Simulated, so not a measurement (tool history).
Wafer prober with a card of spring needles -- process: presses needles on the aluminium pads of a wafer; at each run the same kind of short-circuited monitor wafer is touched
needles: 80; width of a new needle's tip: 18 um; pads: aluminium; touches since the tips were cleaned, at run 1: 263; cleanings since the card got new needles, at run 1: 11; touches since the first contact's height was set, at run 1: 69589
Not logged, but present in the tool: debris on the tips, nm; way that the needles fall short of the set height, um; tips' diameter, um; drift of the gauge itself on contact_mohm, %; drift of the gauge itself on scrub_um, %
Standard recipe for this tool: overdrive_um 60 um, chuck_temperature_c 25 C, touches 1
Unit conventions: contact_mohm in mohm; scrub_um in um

| run | hour | overdrive_um | chuck_temperature_c | touches | touches since the tips were cleaned | cleanings since the card got new needles | touches since the first contact's height was set | contact_mohm | scrub_um |
|---|---|---|---|---|---|---|---|---|---|
| 1 | 0 | 60 | 25 | 1 | 263 | 11 | 69589 | 118 | 15.31 |
|  | 19.2 | tips cleaned on abrasive film |
|  | 23.7 | height of the first contact set anew |
| 2 | 30.3 | 75 | 25 | 1 | 3001 | 12 | 1834 | 113 | 19.1 |
|  | 40.8 | tips cleaned on abrasive film |
| 3 | 46.7 | 75 | 25 | 1 | 1611 | 13 | 6324 | 115 | 19.08 |
|  | 61.2 | tips cleaned on abrasive film |
| 4 | 78.1 | 75 | 25 | 1 | 4686 | 14 | 15013 | 113 | 19.13 |
|  | 83.2 | tips cleaned on abrasive film |
|  | 104.1 | tips cleaned on abrasive film |
| 5 | 117.1 | 75 | 25 | 2 | 3628 | 16 | 25774 | 115 | 19.13 |
|  | 123.6 | tips cleaned on abrasive film |
|  | 143.1 | tips cleaned on abrasive film |
| 6 | 149.3 | 60 | 28 | 1 | 1723 | 18 | 34636 | 117 | 15.34 |
|  | 165.1 | tips cleaned on abrasive film |
| 7 | 177.8 | 60 | 25 | 1 | 3518 | 19 | 42493 | 114 | 15.33 |
|  | 184.9 | tips cleaned on abrasive film |
|  | 207.5 | tips cleaned on abrasive film |
| 8 | 215 | 60 | 25 | 1 | 2063 | 21 | 52742 | 117 | 15.33 |
|  | 228.8 | tips cleaned on abrasive film |
| 9 | 246.6 | 60 | 25 | 1 | 4942 | 22 | 61480 | 116 | 15.35 |
|  | 248.6 | tips cleaned on abrasive film |
|  | 268.6 | tips cleaned on abrasive film |
| 10 | 278.2 | 60 | 25 | 1 | 2662 | 24 | 70171 | 116 | 15.35 |
|  | 289.9 | tips cleaned on abrasive film |
|  | 300 | height of the first contact set anew |
|  | 309.6 | tips cleaned on abrasive film |
| 11 | 309.6 | 65 | 25 | 3 | 0 | 26 | 2648 | 117 | 16.72 |
|  | 329.2 | tips cleaned on abrasive film |
| 12 | 333.1 | 60 | 94 | 1 | 1090 | 27 | 9133 | 127 | 15.39 |
|  | 351.4 | tips cleaned on abrasive film |
|  | 370.8 | tips cleaned on abrasive film |
| 13 | 372.1 | 67 | 26 | 1 | 358 | 29 | 19875 | 114 | 17.23 |

The next listed run, before its measurement:
|  | 391.5 | tips cleaned on abrasive film |
| 14 | 391.9 | 61 | 32 | 3 | 102 | 30 | 25329 | ? | ? |

contact_mohm: 120 mohm
scrub_um: 15.69 um
With no hidden state in the tool, this same run would have given contact_mohm 120 mohm, scrub_um 15.55 um.

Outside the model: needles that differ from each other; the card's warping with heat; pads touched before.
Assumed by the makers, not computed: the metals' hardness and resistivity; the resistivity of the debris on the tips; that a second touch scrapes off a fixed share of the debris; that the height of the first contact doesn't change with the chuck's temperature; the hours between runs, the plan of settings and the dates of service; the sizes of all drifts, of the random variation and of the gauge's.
